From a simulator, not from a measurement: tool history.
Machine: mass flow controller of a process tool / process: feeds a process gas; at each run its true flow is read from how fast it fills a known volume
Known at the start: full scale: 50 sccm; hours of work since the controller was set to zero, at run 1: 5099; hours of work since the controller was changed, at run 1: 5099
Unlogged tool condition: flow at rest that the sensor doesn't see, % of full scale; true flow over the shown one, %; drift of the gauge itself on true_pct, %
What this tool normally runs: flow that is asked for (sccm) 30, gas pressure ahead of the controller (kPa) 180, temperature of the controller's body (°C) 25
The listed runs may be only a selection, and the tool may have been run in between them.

run,day,flow that is asked for (sccm),gas pressure ahead of the controller (kPa),temperature of the controller's body (°C),hours of work since the controller was set to zero,hours of work since the controller was changed,true flow (%)
1,0,30,180,25,5099,5099,96.05
2,12.829,30,180,25,5317,5317,96.03
3,31.071,30,180,25,5628,5628,95.72
4,53.079,30,240,25,6002,6002,95.07
5,72.683,30,240,25,6336,6336,94.92
6,89,30,240,25,6614,6614,94.62
7,102.279,30,240,25,6840,6840,94.36
# day 104.383: controller's zero set anew
8,116.396,30,240,25,205,7080,92.97
9,134.888,30,240,25,519,7395,92.61
10,158.288,30,159,25,918,7793,92.92
11,170.425,24,273,27,1125,8000,91.17
12,181.483,24,273,27,1313,8188,91
13,193.125,7,187,24,1511,8387,79.77
14,207.617,30,180,39,1758,8633,92.84
15,222.488,20,153,20,2011,8887,90.03
16,240.929,10,257,26,2325,9201,83.36
# day 245.846: controller's zero set anew, once more
17,253.079,10,257,26,123,9407,94.87

Each run again, without the hidden state but with its own random variation kept:
run,true flow (%)
1,99.93
2,100.05
3,99.95
4,99.6
5,99.69
6,99.59
7,99.5
8,99.65
9,99.5
10,100.09
11,99.41
12,99.38
13,99.65
14,100.61
15,99.9
16,99.48
17,99.38
